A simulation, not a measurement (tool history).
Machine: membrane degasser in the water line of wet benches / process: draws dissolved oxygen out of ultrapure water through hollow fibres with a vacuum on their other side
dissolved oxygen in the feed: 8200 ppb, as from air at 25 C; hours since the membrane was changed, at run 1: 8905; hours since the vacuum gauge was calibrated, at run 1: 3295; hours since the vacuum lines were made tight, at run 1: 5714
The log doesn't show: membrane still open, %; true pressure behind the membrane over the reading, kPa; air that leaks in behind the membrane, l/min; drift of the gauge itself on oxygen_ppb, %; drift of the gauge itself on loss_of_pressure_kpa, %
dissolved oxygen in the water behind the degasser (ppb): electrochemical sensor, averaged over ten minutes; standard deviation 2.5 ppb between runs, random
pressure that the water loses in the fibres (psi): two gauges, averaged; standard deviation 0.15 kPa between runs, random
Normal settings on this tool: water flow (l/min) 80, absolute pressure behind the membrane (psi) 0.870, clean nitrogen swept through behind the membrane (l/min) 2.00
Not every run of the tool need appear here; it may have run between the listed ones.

run	hour	water flow (l/min)	absolute pressure behind the membrane (psi)	clean nitrogen swept through behind the membrane (l/min)	hours since the membrane was changed	hours since the vacuum gauge was calibrated	hours since the vacuum lines were made tight	dissolved oxygen in the water behind the degasser (ppb)	pressure that the water loses in the fibres (psi)
1	0.0	80	0.870	2.00	8905	3295	5714	279.3	5.327
2	207.3	80	0.870	2.00	9112	3502	5921	285.7	5.307
3	533.9	80	0.870	2.00	9439	3829	6247	282.5	5.391
4	695.7	80	0.870	2.00	9601	3990	6409	281.8	5.337
5	894.5	80	0.870	2.00	9800	4189	6608	287.9	5.349
6	1227.6	80	1.275	2.00	10133	4522	6941	487.7	5.369
7	1516.0	80	1.275	2.00	10421	4811	7230	505.7	5.407
8	1795.3	80	0.870	2.60	10700	5090	7509	244.1	5.359
# hour 1939.2: seals of the vacuum lines changed
9	1989.3	80	0.870	1.09	10892	5282	50	431.1	5.378
10	2213.1	80	0.870	2.00	11116	5506	274	290.8	5.458
11	2514.8	80	0.870	2.00	11418	5807	576	300.3	5.413
12	2714.0	80	0.870	2.00	11617	6007	775	295.2	5.424
13	2999.8	80	0.870	2.00	11903	6293	1061	302.2	5.453
14	3216.8	63	0.870	2.00	12120	6510	1278	224.0	4.324
15	3537.0	63	0.870	2.00	12440	6830	1598	226.1	4.284
# hour 3641.2: membrane cartridge changed
16	3816.1	104	2.038	3.17	175	7105	1873	804.6	6.554
17	4156.0	104	2.038	3.17	515	7445	2213	808.6	6.530
18	4414.6	104	2.038	3.17	773	7703	2471	807.3	6.595
19	4663.0	80	0.870	1.74	1022	7952	2720	315.4	5.065
20	4816.9	127	2.060	0.91	1176	8106	2874	1948.2	8.047
21	4988.5	80	1.130	1.55	1347	8277	3045	514.9	5.049
22	5350.4	65	0.542	2.00	1709	8639	3407	85.1	4.122
# hour 5612.3: vacuum gauge calibrated
23	5670.9	65	0.754	2.00	2029	59	3727	143.7	4.131
24	5837.9	65	0.754	2.00	2196	226	3894	148.5	4.147
25	6029.5	88	0.870	0.96	2388	417	4086	436.7	5.604
26	6185.1	88	0.870	0.96	2543	573	4241	447.5	5.614

Below are 4 alternative next runs, each starting from the tool's condition after run 26. Predict each:
A	6338.7	88	1.484	0.96	2697	726	4395	?	?
B	6338.7	80	0.870	1.52	2697	726	4395	?	?
C	6338.7	118	0.996	3.99	2697	726	4395	?	?
D	6338.7	114	1.321	3.27	2697	726	4395	?	?

run	dissolved oxygen in the water behind the degasser (ppb)	pressure that the water loses in the fibres (psi)
A	983.7	5.622
B	304.4	5.113
C	378.0	7.549
D	535.6	7.301
Stripped of hidden state, with their random variation kept, the same runs would have yielded:
run	dissolved oxygen in the water behind the degasser (ppb)	pressure that the water loses in the fibres (psi)
A	979.8	5.523
B	298.6	5.024
C	365.6	7.419
D	524.2	7.174
